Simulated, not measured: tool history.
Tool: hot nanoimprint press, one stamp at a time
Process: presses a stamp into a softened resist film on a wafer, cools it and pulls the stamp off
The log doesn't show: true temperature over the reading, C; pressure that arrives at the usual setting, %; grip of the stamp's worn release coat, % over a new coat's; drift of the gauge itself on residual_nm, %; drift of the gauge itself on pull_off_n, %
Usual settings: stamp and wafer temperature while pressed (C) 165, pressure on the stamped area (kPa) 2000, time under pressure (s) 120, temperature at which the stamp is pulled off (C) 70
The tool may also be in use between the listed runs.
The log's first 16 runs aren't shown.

run   hour  stamp and wafer temperature while pressed (C)  pressure on the stamped area (kPa)  time under pressure (s)  temperature at which the stamp is pulled off (C)  hours of work since the thermocouple was calibrated  imprints on the stamp's release coat  hours of work since the press's seals were changed  resist left under the stamp's widest pad (angstrom)  greatest force while the stamp is pulled off (N)
 17  539.4                                            165                                1830                       75                                                70                                                  312                                  1193                                                1199                                                 3416                                               217
 18  559.4                                            165                                1830                       75                                                70                                                  327                                  1248                                                1215                                                 3447                                               225
 19  601.7                                            175                                1560                      149                                                64                                                  360                                  1363                                                1247                                                 1886                                               233
 20  627.6                                            175                                3150                      149                                                58                                                  380                                  1434                                                1267                                                 1377                                               259
 21  650.5                                            175                                3150                      149                                                58                                                  397                                  1496                                                1284                                                 1391                                               250
     664.2  -- stamp cleaned and given a new release coat
 22  687.2                                            169                                1870                       79                                                70                                                  421                                    62                                                1308                                                 2906                                               169
 23  732.2                                            169                                1830                       79                                                70                                                  455                                   185                                                1342                                                 2951                                               172
     749.8  -- press's hydraulic seals changed and the load cell set to zero
 24  778.2                                            166                                1580                      147                                                64                                                  484                                   288                                                  22                                                 2796                                               186
 25  806.1                                            164                                1340                      147                                                64                                                  506                                   364                                                  43                                                 3224                                               188
 26  831.1                                            165                                1300                      120                                                70                                                  525                                   432                                                  62                                                 3354                                               191
     867.7  -- plate thermocouple calibrated
 27  869.3                                            165                                1300                      120                                                70                                                    1                                   528                                                  89                                                 3193                                               186
 28    902                                            165                                1300                       80                                                70                                                   26                                   617                                                 114                                                 3585                                               199
 29  939.4                                            165                                1300                       80                                                70                                                   55                                   719                                                 143                                                 3574                                               200
 30    964                                            156                                1980                      164                                                76                                                   74                                   786                                                 162                                                 3696                                               183
 31    995                                            161                                1630                      101                                                61                                                   97                                   870                                                 185                                                 3645                                               222

3 ways to go on from here, each from the tool as it stands after run 31. What would each give?
  A  1026.7                                            165                                1770                       81                                                70                                                  122                                   957                                                 210                                                    ?                                                 ?
  B  1026.7                                            165                                2000                      155                                                70                                                  122                                   957                                                 210                                                    ?                                                 ?
  C  1026.7                                            161                                1630                      207                                                77                                                  122                                   957                                                 210                                                    ?                                                 ?

run  resist left under the stamp's widest pad (angstrom)  greatest force while the stamp is pulled off (N)
  A                                                 3304                                               218
  B                                                 2566                                               217
  C                                                 3043                                               190
Without the tool's hidden state the same runs would have given:
run  resist left under the stamp's widest pad (angstrom)  greatest force while the stamp is pulled off (N)
  A                                                 3248                                               171
  B                                                 2509                                               170
  C                                                 2987                                               149
